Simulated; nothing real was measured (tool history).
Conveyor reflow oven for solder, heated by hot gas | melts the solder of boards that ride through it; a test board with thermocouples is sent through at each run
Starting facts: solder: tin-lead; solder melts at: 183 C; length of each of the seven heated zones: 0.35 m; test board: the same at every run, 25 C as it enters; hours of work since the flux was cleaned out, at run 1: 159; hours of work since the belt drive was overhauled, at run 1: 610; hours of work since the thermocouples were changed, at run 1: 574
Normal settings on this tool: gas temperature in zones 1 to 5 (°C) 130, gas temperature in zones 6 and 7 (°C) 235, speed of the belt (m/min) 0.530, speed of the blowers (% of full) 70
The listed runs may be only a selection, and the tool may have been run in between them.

run   hour  gas temperature in zones 1 to 5 (°C)  gas temperature in zones 6 and 7 (°C)  speed of the belt (m/min)  speed of the blowers (% of full)  hours of work since the flux was cleaned out  hours of work since the belt drive was overhauled  hours of work since the thermocouples were changed  highest temperature of the board (°C)  time above the solder's melting point (s)
  1    0.0                                   130                                    235                      0.530                                70                                           159                                                610                                                 574                                  222.3                                       61.9
  2   14.2                                   130                                    235                      0.512                                70                                           168                                                619                                                 583                                  223.4                                       63.7
  3   25.3                                   130                                    235                      0.512                                70                                           175                                                627                                                 590                                  223.7                                       63.3
  4   47.7                                   130                                    241                      0.530                                70                                           190                                                641                                                 605                                  225.9                                       65.3
  5   64.3                                   130                                    241                      0.530                                70                                           201                                                652                                                 616                                  227.4                                       65.0
  6   86.4                                   130                                    241                      0.530                                70                                           215                                                667                                                 631                                  227.1                                       63.9
  7  103.9                                   130                                    241                      0.530                                70                                           227                                                678                                                 642                                  226.6                                       65.0
     112.6  -- flux residue cleaned out of gas plates and filters
  8  118.8                                   130                                    241                      0.530                                70                                             4                                                685                                                 649                                  228.1                                       65.1
  9  129.8                                   130                                    241                      0.530                                70                                            11                                                692                                                 656                                  227.4                                       64.2
 10  144.4                                   130                                    241                      0.530                                70                                            21                                                702                                                 666                                  227.1                                       64.4
 11  166.2                                   130                                    241                      0.530                                70                                            35                                                716                                                 680                                  227.8                                       64.0
 12  182.7                                   130                                    241                      0.530                                70                                            46                                                727                                                 691                                  226.8                                       65.6
 13  193.9                                   130                                    241                      0.530                                70                                            54                                                734                                                 698                                  228.3                                       65.1
 14  205.2                                   130                                    241                      0.530                                70                                            61                                                742                                                 706                                  228.6                                       64.9
 15  227.2                                   130                                    229                      0.530                                70                                            75                                                756                                                 720                                  216.4                                       58.5
 16  249.5                                   130                                    244                      0.530                                70                                            90                                                771                                                 735                                  231.9                                       66.7
 17  268.3                                   135                                    246                      0.604                                63                                           102                                                783                                                 747                                  227.1                                       56.9
 18  277.9                                   135                                    246                      0.604                                63                                           109                                                790                                                 753                                  226.0                                       57.8
 19  295.4                                   135                                    246                      0.604                                63                                           120                                                801                                                 765                                  226.8                                       56.3
 20  315.7                                   130                                    235                      0.441                                57                                           134                                                814                                                 778                                  225.8                                       76.0
 21  333.4                                   130                                    235                      0.441                                57                                           145                                                826                                                 790                                  224.4                                       75.9
 22  349.9                                   137                                    234                      0.530                                70                                           156                                                837                                                 801                                  223.1                                       63.7
 23  369.2                                   137                                    234                      0.530                                70                                           169                                                850                                                 814                                  222.1                                       62.6
 24  380.1                                   130                                    240                      0.592                                70                                           176                                                857                                                 821                                  223.8                                       55.3
 25  402.8                                   130                                    240                      0.592                                70                                           191                                                872                                                 836                                  223.2                                       55.4
 26  414.2                                   137                                    245                      0.465                                64                                           199                                                879                                                 843                                  236.0                                       80.8
 27  425.0                                   120                                    240                      0.465                                64                                           206                                                886                                                 850                                  228.6                                       70.8

Estimate the outcome of run 28 from the log above:
 28  443.4                                   143                                    245                      0.640                                83                                           218                                                899                                                 862                                      ?                                          ?

{"run 28": {"highest temperature of the board (°C)": 229.5, "time above the solder's melting point (s)": 58.4}}
With the hidden condition absent and the run-to-run variation left alone, this run would have shown highest temperature of the board (°C) 229.4, time above the solder's melting point (s) 58.2.

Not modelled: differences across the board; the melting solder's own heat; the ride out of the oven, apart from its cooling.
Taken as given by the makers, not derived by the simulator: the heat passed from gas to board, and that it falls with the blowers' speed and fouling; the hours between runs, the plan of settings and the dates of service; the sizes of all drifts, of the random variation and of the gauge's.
